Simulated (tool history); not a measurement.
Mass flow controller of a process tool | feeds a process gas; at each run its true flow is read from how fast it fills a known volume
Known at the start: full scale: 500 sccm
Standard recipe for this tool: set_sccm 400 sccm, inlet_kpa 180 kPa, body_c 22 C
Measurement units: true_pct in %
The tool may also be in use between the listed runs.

run    hour  set_sccm  inlet_kpa  body_c  true_pct
  1       0       400        180      22     99.78
  2   109.4       400        180      22     99.79
  3   193.5       400        181      22     99.79
  4   355.4       400        181      22     99.85
  5   504.3       400        151      22     99.63
  6   655.8       400        151      22     99.89
  7   756.7       400        180      22     99.93
  8   898.7       400        180      22      99.9
  9   995.5       400        180      22    100.09
 10    1169       400        180      35     99.29
     1182.1  -- controller's zero set anew
 11  1313.8       400        180      22    100.12
 12  1488.9       400        180      22    100.13
 13  1681.7       407        180      38     99.19
 14  1817.1       407        180      38     99.14
 15  1897.5       246        180      24     99.41
 16  2011.3        67        180      20    100.89
 17  2171.2       316        262      36     99.58

Run 18 is up next; what results do you expect?
 18  2253.6       400        141      25         ?

true_pct: 99.96 %
Take away the tool's hidden state, keep the run-to-run variation as it was, and the same run would have given true_pct 99.17 %.

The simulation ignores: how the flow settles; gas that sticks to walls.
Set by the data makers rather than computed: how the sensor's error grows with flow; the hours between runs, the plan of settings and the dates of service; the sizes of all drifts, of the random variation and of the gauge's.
